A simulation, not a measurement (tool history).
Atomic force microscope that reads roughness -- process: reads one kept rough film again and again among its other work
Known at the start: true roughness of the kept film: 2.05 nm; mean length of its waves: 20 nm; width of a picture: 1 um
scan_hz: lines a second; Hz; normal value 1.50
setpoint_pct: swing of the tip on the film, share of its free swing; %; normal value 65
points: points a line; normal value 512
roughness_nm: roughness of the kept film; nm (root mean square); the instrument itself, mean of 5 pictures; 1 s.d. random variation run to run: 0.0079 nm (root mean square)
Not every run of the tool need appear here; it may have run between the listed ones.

run 1 hour=0.0 | scan_hz=1.50 setpoint_pct=65 points=512 | roughness_nm=1.302
-- hour=32.4 new tip fitted
run 2 hour=41.8 | scan_hz=1.50 setpoint_pct=65 points=325 | roughness_nm=1.654
run 3 hour=71.6 | scan_hz=1.50 setpoint_pct=65 points=947 | roughness_nm=1.599
run 4 hour=116.1 | scan_hz=1.50 setpoint_pct=65 points=512 | roughness_nm=1.450
run 5 hour=146.9 | scan_hz=1.50 setpoint_pct=65 points=512 | roughness_nm=1.381
run 6 hour=178.0 | scan_hz=1.50 setpoint_pct=65 points=512 | roughness_nm=1.319
-- hour=211.9 new tip fitted
run 7 hour=226.2 | scan_hz=1.50 setpoint_pct=65 points=512 | roughness_nm=1.660
run 8 hour=278.5 | scan_hz=0.90 setpoint_pct=65 points=512 | roughness_nm=1.531
run 9 hour=333.1 | scan_hz=0.90 setpoint_pct=65 points=512 | roughness_nm=1.393
run 10 hour=386.7 | scan_hz=0.90 setpoint_pct=65 points=512 | roughness_nm=1.270
-- hour=392.1 new tip fitted
run 11 hour=414.7 | scan_hz=0.90 setpoint_pct=65 points=512 | roughness_nm=1.647
run 12 hour=452.8 | scan_hz=0.90 setpoint_pct=78 points=512 | roughness_nm=1.496
run 13 hour=483.2 | scan_hz=0.90 setpoint_pct=89 points=512 | roughness_nm=1.373
run 14 hour=534.1 | scan_hz=2.27 setpoint_pct=65 points=804 | roughness_nm=1.295

What does the tool deliver on the next run?
-- hour=574.6 new tip fitted
run 15 hour=574.6 | scan_hz=2.27 setpoint_pct=65 points=804 | roughness_nm=?

{"run 15": {"roughness_nm": 1.656}}
On a tool with no hidden condition, and with the same random variation, this run would have come out at roughness_nm 1.682 nm (root mean square).
